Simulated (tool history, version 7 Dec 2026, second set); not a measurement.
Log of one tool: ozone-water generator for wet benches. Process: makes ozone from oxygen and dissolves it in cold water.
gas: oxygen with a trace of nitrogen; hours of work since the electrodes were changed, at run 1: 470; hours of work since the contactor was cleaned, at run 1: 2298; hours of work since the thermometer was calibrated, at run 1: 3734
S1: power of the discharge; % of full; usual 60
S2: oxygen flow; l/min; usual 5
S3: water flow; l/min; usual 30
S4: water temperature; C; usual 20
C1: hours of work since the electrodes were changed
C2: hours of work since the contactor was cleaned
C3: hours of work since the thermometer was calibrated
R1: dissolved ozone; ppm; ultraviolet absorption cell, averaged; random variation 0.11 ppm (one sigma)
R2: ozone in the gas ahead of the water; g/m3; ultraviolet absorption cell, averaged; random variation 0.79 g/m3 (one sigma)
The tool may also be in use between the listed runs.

run    hour  S1    S2  S3  S4    C1    C2    C3    R1     R2
  1       0  60     5  30  20   470  2298  3734   9.3  122.5
  2    51.6  60     5  30  20   508  2336  3771   9.4  122.4
  3    99.8  60     5  30  20   543  2371  3807   9.3    122
  4   131.5  60     5  30  20   567  2394  3830   9.2  122.3
  5   155.9  69     5  30  20   584  2412  3848  10.4  139.9
  6   184.8  60     5  30  13   606  2433  3869  10.1  121.9
  7   220.6  60     5  30  13   632  2460  3895  10.2  122.3
  8   259.3  60     5  30  13   660  2488  3924    10    122
  9   281.3  60     5  30  20   676  2504  3940   9.2  122.8
 10   309.6  60     5  30  20   697  2525  3961   9.2    122
 11   357.7  41     5  30  20   732  2560  3996   6.8   88.5
 12   405.6  41     5  30  20   768  2595  4031   6.7   89.1
 13   432.2  41     5  30  20   787  2615  4051   6.7   88.3
 14   468.3  60     5  32  20   814  2641  4077   8.7  124.4
 15   516.4  60     5  32  20   849  2677  4112   8.7  122.1
      519.5  -- water thermometer calibrated
 16   566.4  60     5  32  20   885  2713    34   8.8  121.7
 17   610.8  60     5  32  20   918  2745    67   8.8  123.3
 18   649.1  60     5  30  17   946  2774    95   9.6  121.4
 19   685.2  95  2.66  19  13   972  2800   122    23  284.5
 20     716  67  3.62  38  22   995  2823   144   8.1    169
 21   740.4  67   4.4  38  28  1013  2840   162   7.5  146.8
 22   776.2  76  3.32  30  14  1039  2867   188  12.1  201.1
 23   826.5  77  7.28  30  22  1076  2904   225  10.9  117.4
 24   855.6  92   4.3  25  20  1097  2925   247  16.3  196.5
 25   888.9  60     5  30  22  1122  2949   271     9  122.3
 26   937.6  60     5  30  22  1158  2985   307     9  120.8
 27   964.5  53  5.53  33  21  1177  3005   326   7.4  102.8
 28  1000.2  53  5.53  33  21  1203  3031   353   7.5  101.4
 29  1033.6  53  3.97  33  12  1228  3056   377   8.2  129.5
 30  1063.4  44  5.15  33  12  1250  3077   399   7.1   91.4
 31    1107  80  5.15  34  12  1282  3109   431  11.2  154.4
 32  1147.7  80  2.66  34  23  1312  3139   461  10.1  243.9

3 ways to go on from here, each from the tool as it stands after run 32. What would each give?
  A  1172.2  80  4.58  31  23  1330  3157  479   ?   ?
  B  1172.2  84  7.72  30  27  1330  3157  479   ?   ?
  C  1172.2  60     5  30  24  1330  3157  479   ?   ?

run    R1     R2
  A  11.4  168.5
  B  10.7  122.4
  C   8.7  122.6
Without the tool's hidden state the same runs would have given:
run    R1     R2
  A  11.4  168.6
  B  10.7  122.5
  C   8.7  122.7

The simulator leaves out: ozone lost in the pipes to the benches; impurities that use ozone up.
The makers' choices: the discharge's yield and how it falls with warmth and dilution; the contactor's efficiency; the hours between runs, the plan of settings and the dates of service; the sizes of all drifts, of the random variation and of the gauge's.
